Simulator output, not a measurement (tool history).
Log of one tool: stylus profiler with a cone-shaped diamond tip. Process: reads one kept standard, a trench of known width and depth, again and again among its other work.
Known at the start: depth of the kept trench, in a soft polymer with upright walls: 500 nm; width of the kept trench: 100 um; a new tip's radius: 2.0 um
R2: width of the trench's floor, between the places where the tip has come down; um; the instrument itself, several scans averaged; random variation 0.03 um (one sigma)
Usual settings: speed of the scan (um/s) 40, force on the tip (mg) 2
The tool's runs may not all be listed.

run 1 day=0 | speed_of_the_scan_(um/s)=40 force_on_the_tip_(mg)=2 | depth_of_the_trench_(nm)=501.76 R2=96.84
run 2 day=0.658 | speed_of_the_scan_(um/s)=40 force_on_the_tip_(mg)=2 | depth_of_the_trench_(nm)=501.66 R2=96.94
run 3 day=1.279 | speed_of_the_scan_(um/s)=40 force_on_the_tip_(mg)=2 | depth_of_the_trench_(nm)=501.87 R2=96.97
run 4 day=1.908 | speed_of_the_scan_(um/s)=40 force_on_the_tip_(mg)=2 | depth_of_the_trench_(nm)=501.91 R2=96.88
run 5 day=2.629 | speed_of_the_scan_(um/s)=40 force_on_the_tip_(mg)=2 | depth_of_the_trench_(nm)=501.73 R2=96.93
run 6 day=3.521 | speed_of_the_scan_(um/s)=40 force_on_the_tip_(mg)=1.57 | depth_of_the_trench_(nm)=501.36 R2=96.84
run 7 day=4.096 | speed_of_the_scan_(um/s)=40 force_on_the_tip_(mg)=2 | depth_of_the_trench_(nm)=501.63 R2=96.88
run 8 day=4.867 | speed_of_the_scan_(um/s)=79 force_on_the_tip_(mg)=1.55 | depth_of_the_trench_(nm)=501.31 R2=96.63
run 9 day=5.633 | speed_of_the_scan_(um/s)=33 force_on_the_tip_(mg)=0.96 | depth_of_the_trench_(nm)=500.93 R2=96.82
run 10 day=6.754 | speed_of_the_scan_(um/s)=12 force_on_the_tip_(mg)=0.94 | depth_of_the_trench_(nm)=500.71 R2=96.9
run 11 day=7.654 | speed_of_the_scan_(um/s)=15 force_on_the_tip_(mg)=5.06 | depth_of_the_trench_(nm)=503.71 R2=97.02
run 12 day=8.854 | speed_of_the_scan_(um/s)=83 force_on_the_tip_(mg)=2 | depth_of_the_trench_(nm)=501.34 R2=96.66
run 13 day=9.958 | speed_of_the_scan_(um/s)=155 force_on_the_tip_(mg)=0.7 | depth_of_the_trench_(nm)=500.36 R2=96.01
run 14 day=11 | speed_of_the_scan_(um/s)=54 force_on_the_tip_(mg)=1.3 | depth_of_the_trench_(nm)=501.58 R2=96.67

Not shown: 2 entries that the log had between the listed runs. Between which runs, and how does the tool's hidden state differ before and after?
Between runs 9 and 10: height scale calibrated on a step standard (day 5.708)
  radius of the tip, um: 2.51 -> 2.52; height scale over the true one, %: -0.114 -> -0.134
  measured less the result without the state, depth of the trench (nm): -0.57 -> -0.67; R2: -0.36 -> -0.37 um
Between runs 13 and 14: height scale calibrated on a step standard, once more (day 10.242)
  radius of the tip, um: 2.57 -> 2.59; height scale over the true one, %: -0.145 -> -0.015
  measured less the result without the state, depth of the trench (nm): -0.73 -> -0.08; R2: -0.4 -> -0.41 um

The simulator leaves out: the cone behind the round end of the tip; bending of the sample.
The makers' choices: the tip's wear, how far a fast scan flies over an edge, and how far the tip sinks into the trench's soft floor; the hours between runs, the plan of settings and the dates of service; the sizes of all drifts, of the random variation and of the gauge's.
